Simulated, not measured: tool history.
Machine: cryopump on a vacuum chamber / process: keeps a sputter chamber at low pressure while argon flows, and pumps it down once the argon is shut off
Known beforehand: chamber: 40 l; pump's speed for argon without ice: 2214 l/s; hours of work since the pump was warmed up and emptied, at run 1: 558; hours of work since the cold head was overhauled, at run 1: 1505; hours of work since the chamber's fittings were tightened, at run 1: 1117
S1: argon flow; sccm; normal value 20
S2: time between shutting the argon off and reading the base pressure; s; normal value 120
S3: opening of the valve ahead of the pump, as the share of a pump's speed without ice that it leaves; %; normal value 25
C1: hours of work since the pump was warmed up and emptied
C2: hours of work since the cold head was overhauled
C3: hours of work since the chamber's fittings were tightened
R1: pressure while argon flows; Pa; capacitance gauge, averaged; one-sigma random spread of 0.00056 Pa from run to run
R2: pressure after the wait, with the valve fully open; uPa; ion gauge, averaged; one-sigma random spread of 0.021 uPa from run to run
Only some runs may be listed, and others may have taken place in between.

run	day	S1	S2	S3	C1	C2	C3	R1	R2
1	0.000	20	120	25	558	1505	1117	0.0657	0.59
2	3.254	20	120	25	611	1557	1169	0.0669	0.55
3	7.112	20	120	25	673	1619	1231	0.0667	0.57
4	11.862	20	120	17	749	1695	1307	0.0960	0.64
5	16.679	20	120	17	826	1772	1384	0.0981	0.66
6	20.533	20	120	17	888	1834	1446	0.0982	0.68
# day 24.179: pump warmed up, emptied and cooled again
7	24.233	20	120	17	1	1890	1502	0.0905	0.56
8	28.338	20	120	17	67	1956	1568	0.0913	0.55
9	31.667	20	120	17	120	2010	1622	0.0908	0.56
10	35.621	20	120	17	184	2073	1685	0.0905	0.62
11	38.129	20	120	17	224	2113	1725	0.0924	0.57
12	40.904	24	120	25	268	2158	1770	0.0761	0.61
13	44.404	24	120	25	325	2214	1826	0.0769	0.60
14	48.258	24	120	25	386	2276	1888	0.0770	0.63
15	52.058	20	120	25	447	2337	1949	0.0648	0.63
16	56.233	20	120	17	514	2404	2016	0.0939	0.67
# day 57.950: leaking fittings of the chamber tightened, without venting
17	60.454	20	120	17	581	2470	40	0.0943	0.44
18	62.521	20	120	17	614	2503	73	0.0953	0.50
19	65.200	20	120	17	657	2546	116	0.0960	0.46
20	69.871	10	28	25	732	2621	191	0.0339	1.38
21	74.192	16	92	31	801	2691	261	0.0466	0.59
22	76.283	16	92	31	835	2724	294	0.0452	0.62
23	80.596	17	92	31	904	2794	363	0.0491	0.67
# day 83.267: pump warmed up, emptied and cooled again
24	84.158	17	92	31	14	2847	417	0.0432	0.53
25	89.171	20	120	19	95	2928	498	0.0818	0.52
26	94.221	20	120	19	176	3009	579	0.0818	0.54
27	97.438	20	120	19	227	3061	630	0.0837	0.51
28	101.279	15	48	51	289	3122	692	0.0248	0.90
29	105.954	15	48	51	364	3197	767	0.0245	0.90
30	110.425	19	95	25	436	3269	839	0.0622	0.58
31	115.029	19	40	25	510	3343	913	0.0616	1.08
32	117.662	19	40	25	552	3385	955	0.0636	1.09
33	121.467	37	227	29	613	3446	1016	0.1077	0.46
34	125.967	17	120	59	685	3518	1088	0.0263	0.63
35	128.200	21	245	37	721	3554	1124	0.0499	0.46

3 options for the next run, each taken on its own from the tool as it stands now. Forecast them:
A	131.133	29	120	23	768	3601	1171	?	?
B	131.133	20	58	25	768	3601	1171	?	?
C	131.133	21	245	49	768	3601	1171	?	?

run	R1	R2
A	0.1063	0.64
B	0.0674	0.90
C	0.0410	0.52
With no hidden state in the tool, these same runs would have given:
run	R1	R2
A	0.0957	0.41
B	0.0601	0.68
C	0.0333	0.30

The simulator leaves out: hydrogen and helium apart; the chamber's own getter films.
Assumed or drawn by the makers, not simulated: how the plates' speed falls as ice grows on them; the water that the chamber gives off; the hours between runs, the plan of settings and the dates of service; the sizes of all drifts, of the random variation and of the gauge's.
